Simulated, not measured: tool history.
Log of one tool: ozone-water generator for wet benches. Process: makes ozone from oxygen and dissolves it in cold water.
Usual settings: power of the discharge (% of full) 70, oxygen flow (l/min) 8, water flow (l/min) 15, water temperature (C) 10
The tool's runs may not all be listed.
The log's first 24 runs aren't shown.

run    hour  power of the discharge (% of full)  oxygen flow (l/min)  water flow (l/min)  water temperature (C)  hours of work since the electrodes were changed  hours of work since the contactor was cleaned  hours of work since the thermometer was calibrated  dissolved ozone (ppm)  ozone in the gas ahead of the water (g/m3)
 25  3478.9                                  70                10.42                  15                     10                                             2064                                           1516                                                3748                     30                                       148.4
 26  3640.6                                  70                10.42                  15                     10                                             2223                                           1674                                                3906                   29.9                                       145.5
 27  3747.5                                  70                 9.51                  20                     10                                             2327                                           1779                                                4011                   24.1                                         150
 28  3958.5                                  58                 7.73                  21                     10                                             2534                                           1986                                                4217                   20.4                                       148.6
 29  4144.7                                  58                 7.73                  21                     10                                             2716                                           2168                                                4400                   20.2                                       147.5
 30  4294.6                                  70                    8                  17                     10                                             2863                                           2315                                                4546                   26.3                                       157.9
 31  4500.8                                  41                 7.59                  15                     10                                             3065                                           2517                                                4748                   21.6                                       122.4
     4544.9  -- water thermometer calibrated
 32  4605.7                                  46                 8.34                  18                     10                                             3167                                           2619                                                  60                   20.2                                       123.9
 33    4706                                  46                 8.34                  18                     10                                             3266                                           2717                                                 158                   20.1                                         120
 34  4927.1                                  46                 8.34                  18                     10                                             3482                                           2934                                                 374                   19.9                                       118.8

Forecast each of these 3 alternatives for the next run:
  A  5141.6                                  46                 8.34                  18                     10                                             3692                                           3144                                                 584                      ?                                           ?
  B  5141.6                                  46                 5.47                  17                     17                                             3692                                           3144                                                 584                      ?                                           ?
  C  5141.6                                  74                 5.18                  15                     10                                             3692                                           3144                                                 584                      ?                                           ?

run  dissolved ozone (ppm)  ozone in the gas ahead of the water (g/m3)
  A                   19.3                                       117.7
  B                   17.9                                       144.8
  C                   27.9                                       188.2
Without the tool's hidden state the same runs would have given:
run  dissolved ozone (ppm)  ozone in the gas ahead of the water (g/m3)
  A                   23.8                                       140.5
  B                     22                                       172.7
  C                   36.4                                       239.1
